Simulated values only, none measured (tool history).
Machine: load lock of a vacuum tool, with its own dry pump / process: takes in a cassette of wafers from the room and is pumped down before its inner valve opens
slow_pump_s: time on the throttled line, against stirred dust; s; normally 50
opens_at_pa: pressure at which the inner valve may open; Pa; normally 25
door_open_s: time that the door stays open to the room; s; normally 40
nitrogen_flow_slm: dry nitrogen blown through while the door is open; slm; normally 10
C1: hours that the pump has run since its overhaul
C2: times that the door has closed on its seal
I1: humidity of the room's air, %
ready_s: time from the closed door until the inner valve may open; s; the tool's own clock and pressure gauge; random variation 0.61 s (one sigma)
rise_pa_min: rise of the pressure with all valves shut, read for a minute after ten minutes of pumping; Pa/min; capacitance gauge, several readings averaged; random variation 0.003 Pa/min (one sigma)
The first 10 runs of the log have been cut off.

Run 11, day 41.429: usual settings; C1 3727; C2 10931; I1 41.8. Result: ready_s 89.4 s, rise_pa_min 0.186 Pa/min.
Run 12, day 46.608: usual settings but slow_pump_s 27 s; C1 3851; C2 11335; I1 45. Result: ready_s 70.4 s, rise_pa_min 0.196 Pa/min.
Run 13, day 50.538: usual settings but slow_pump_s 27 s; C1 3945; C2 11642; I1 46.9. Result: ready_s 70.6 s, rise_pa_min 0.203 Pa/min.
Run 14, day 52.888: usual settings but slow_pump_s 27 s; C1 4002; C2 11826; I1 47.9. Result: ready_s 71.7 s, rise_pa_min 0.206 Pa/min.
Run 15, day 58.229: usual settings; C1 4130; C2 12243; I1 44.2. Result: ready_s 89.9 s, rise_pa_min 0.209 Pa/min.
Run 16, day 61.433: usual settings but opens_at_pa 33 Pa, nitrogen_flow_slm 5 slm; C1 4207; C2 12494; I1 44.9. Result: ready_s 87.7 s, rise_pa_min 0.23 Pa/min.
Run 17, day 65.992: usual settings but nitrogen_flow_slm 15 slm; C1 4316; C2 12849; I1 49.2. Result: ready_s 89.8 s, rise_pa_min 0.233 Pa/min.
Run 18, day 69.3: usual settings but opens_at_pa 33 Pa, door_open_s 62 s, nitrogen_flow_slm 7 slm; C1 4396; C2 13108; I1 47. Result: ready_s 87.7 s, rise_pa_min 0.261 Pa/min.
Run 19, day 74.625: usual settings but slow_pump_s 85 s, door_open_s 133 s; C1 4524; C2 13524; I1 47. Result: ready_s 119 s, rise_pa_min 0.281 Pa/min.
Run 20, day 80: usual settings but slow_pump_s 85 s, door_open_s 133 s; C1 4653; C2 13944; I1 44.6. Result: ready_s 119.1 s, rise_pa_min 0.289 Pa/min.
Run 21, day 82.829: usual settings but slow_pump_s 60 s, nitrogen_flow_slm 41 slm; C1 4720; C2 14165; I1 44.1. Result: ready_s 98.2 s, rise_pa_min 0.246 Pa/min.
Run 22, day 85.683: usual settings but opens_at_pa 24 Pa, door_open_s 65 s, nitrogen_flow_slm 13 slm; C1 4789; C2 14388; I1 47.2. Result: ready_s 89.8 s, rise_pa_min 0.271 Pa/min.
Run 23, day 90.254: usual settings but opens_at_pa 24 Pa, door_open_s 65 s, nitrogen_flow_slm 13 slm; C1 4899; C2 14745; I1 46.6. Result: ready_s 89.9 s, rise_pa_min 0.289 Pa/min.
Run 24, day 93.15: usual settings but slow_pump_s 70 s, opens_at_pa 24 Pa, door_open_s 65 s, nitrogen_flow_slm 13 slm; C1 4968; C2 14971; I1 44. Result: ready_s 107.3 s, rise_pa_min 0.296 Pa/min.
Run 25, day 98.058: usual settings but slow_pump_s 70 s, opens_at_pa 24 Pa, door_open_s 195 s, nitrogen_flow_slm 5 slm; C1 5086; C2 15355; I1 42.5. Result: ready_s 107 s, rise_pa_min 0.353 Pa/min.
Run 26, day 101.604: usual settings but slow_pump_s 70 s, opens_at_pa 24 Pa, door_open_s 195 s, nitrogen_flow_slm 5 slm; C1 5171; C2 15632; I1 48.5. Result: ready_s 107.2 s, rise_pa_min 0.369 Pa/min.
Run 27, day 105.154: usual settings but slow_pump_s 56 s, opens_at_pa 24 Pa, door_open_s 26 s, nitrogen_flow_slm 5 slm; C1 5256; C2 15909; I1 45.1. Result: ready_s 96.5 s, rise_pa_min 0.307 Pa/min.
Run 28, day 107.504: usual settings but slow_pump_s 56 s, opens_at_pa 24 Pa, door_open_s 26 s, nitrogen_flow_slm 5 slm; C1 5313; C2 16092; I1 47. Result: ready_s 95.4 s, rise_pa_min 0.32 Pa/min.
Run 29, day 111.521: usual settings but nitrogen_flow_slm 7 slm; C1 5409; C2 16406; I1 44.8. Result: ready_s 90.5 s, rise_pa_min 0.335 Pa/min.
Run 30, day 115.408: usual settings but nitrogen_flow_slm 17 slm; C1 5502; C2 16710; I1 45.6. Result: ready_s 91 s, rise_pa_min 0.338 Pa/min.

3 ways to go on from here, each from the tool as it stands after run 30. What would each give?
Run A, day 118.067: usual settings but opens_at_pa 22 Pa, door_open_s 193 s, nitrogen_flow_slm 4 slm; C1 5566; C2 16918; I1 46.3. Result: ready_s ?, rise_pa_min ?.
Run B, day 118.067: usual settings but slow_pump_s 33 s, door_open_s 198 s, nitrogen_flow_slm 25 slm; C1 5566; C2 16918; I1 45.4. Result: ready_s ?, rise_pa_min ?.
Run C, day 118.067: usual settings but slow_pump_s 78 s, nitrogen_flow_slm 39 slm; C1 5566; C2 16918; I1 43. Result: ready_s ?, rise_pa_min ?.

run  ready_s  rise_pa_min
  A     91.3          0.4
  B     77.3        0.363
  C    113.4        0.326
With the hidden condition removed and each run's random variation left untouched, the same runs would have given:
run  ready_s  rise_pa_min
  A     88.6        0.087
  B     74.4        0.048
  C    111.1        0.011
